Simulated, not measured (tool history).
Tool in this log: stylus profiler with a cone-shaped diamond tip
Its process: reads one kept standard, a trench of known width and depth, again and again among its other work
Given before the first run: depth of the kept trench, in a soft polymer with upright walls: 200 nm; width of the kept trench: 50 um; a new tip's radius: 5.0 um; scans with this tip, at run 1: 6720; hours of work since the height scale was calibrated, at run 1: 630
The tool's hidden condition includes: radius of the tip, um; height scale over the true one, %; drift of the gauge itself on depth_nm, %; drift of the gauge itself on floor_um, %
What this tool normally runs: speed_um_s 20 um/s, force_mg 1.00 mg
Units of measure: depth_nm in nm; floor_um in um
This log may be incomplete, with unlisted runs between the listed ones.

run	hour	speed_um_s	force_mg	scans with this tip	hours of work since the height scale was calibrated	depth_nm	floor_um
1	0.0	20	1.00	6720	630	201.70	47.05
2	19.8	20	1.00	6864	644	201.89	47.09
3	43.0	20	1.00	7032	659	201.90	47.05
4	54.4	20	1.00	7114	667	201.81	47.03
5	75.4	20	1.27	7266	681	202.12	47.08
6	94.7	20	1.27	7406	695	202.15	47.10
7	118.5	20	1.89	7578	711	202.69	47.11
8	134.1	20	1.89	7691	721	202.83	47.13
9	149.6	29	1.89	7803	732	202.77	47.03
10	160.2	20	1.00	7881	739	201.86	47.08
11	172.9	20	1.00	7972	748	201.75	47.12
12	187.2	13	1.00	8076	757	201.82	47.11
13	209.3	34	1.00	8236	772	201.76	46.92
14	226.9	20	0.71	8363	784	201.45	47.01
15	241.3	20	1.00	8468	794	201.79	47.07
16	252.4	20	1.00	8548	802	201.89	47.06
17	262.3	20	1.00	8620	808	201.93	47.03
18	279.1	20	1.00	8741	820	201.79	47.05
19	290.9	19	1.00	8826	828	201.85	47.08
20	314.4	19	1.00	8997	844	201.87	47.06
21	330.1	65	1.00	9110	854	201.78	46.79
22	348.7	27	1.00	9246	867	201.84	47.04
23	364.3	27	1.00	9358	878	201.93	47.05
24	377.9	20	1.00	9457	887	201.84	47.00
25	391.7	11	1.00	9557	896	201.73	47.17
26	409.7	11	1.00	9687	908	201.71	47.18
27	425.5	26	2.38	9801	919	203.21	47.12
28	450.0	6	0.41	9979	936	200.94	47.12
29	473.1	33	1.49	10146	951	202.27	47.01
30	489.5	43	1.00	10265	963	201.73	46.95
31	506.3	48	0.67	10386	974	201.41	46.81
32	525.3	48	0.67	10524	987	201.37	46.86
33	548.1	48	0.42	10689	1002	201.08	46.73
34	566.4	48	0.76	10821	1015	201.49	46.84
35	590.3	48	0.76	10994	1031	201.47	46.85
36	611.5	49	2.58	11148	1045	203.35	47.02
37	634.2	49	2.58	11312	1061	203.36	47.03
38	655.9	30	1.86	11470	1076	202.67	47.02
39	678.6	66	1.34	11634	1091	202.12	46.85
40	692.1	30	2.96	11732	1100	203.79	47.05
41	715.6	30	2.79	11902	1116	203.67	47.02
42	739.4	30	2.79	12074	1132	203.58	47.07
43	761.2	30	2.79	12232	1147	203.76	47.07
44	780.5	48	1.14	12371	1160	202.00	46.95
45	804.1	7	2.17	12543	1176	203.01	47.17
46	820.2	7	2.17	12659	1187	203.04	47.15
47	835.4	7	2.17	12769	1197	203.05	47.15

4 ways to go on from here, each from the tool as it stands after run 47. What would each give?
A	845.2	20	1.53	12840	1204	?	?
B	845.2	48	2.84	12840	1204	?	?
C	845.2	20	2.10	12840	1204	?	?
D	845.2	24	0.67	12840	1204	?	?

run	depth_nm	floor_um
A	202.42	47.08
B	203.75	47.06
C	203.02	47.10
D	201.33	46.99
With the hidden condition removed and each run's random variation left untouched, the same runs would have given:
run	depth_nm	floor_um
A	202.42	47.09
B	203.74	47.07
C	203.02	47.10
D	201.33	47.00
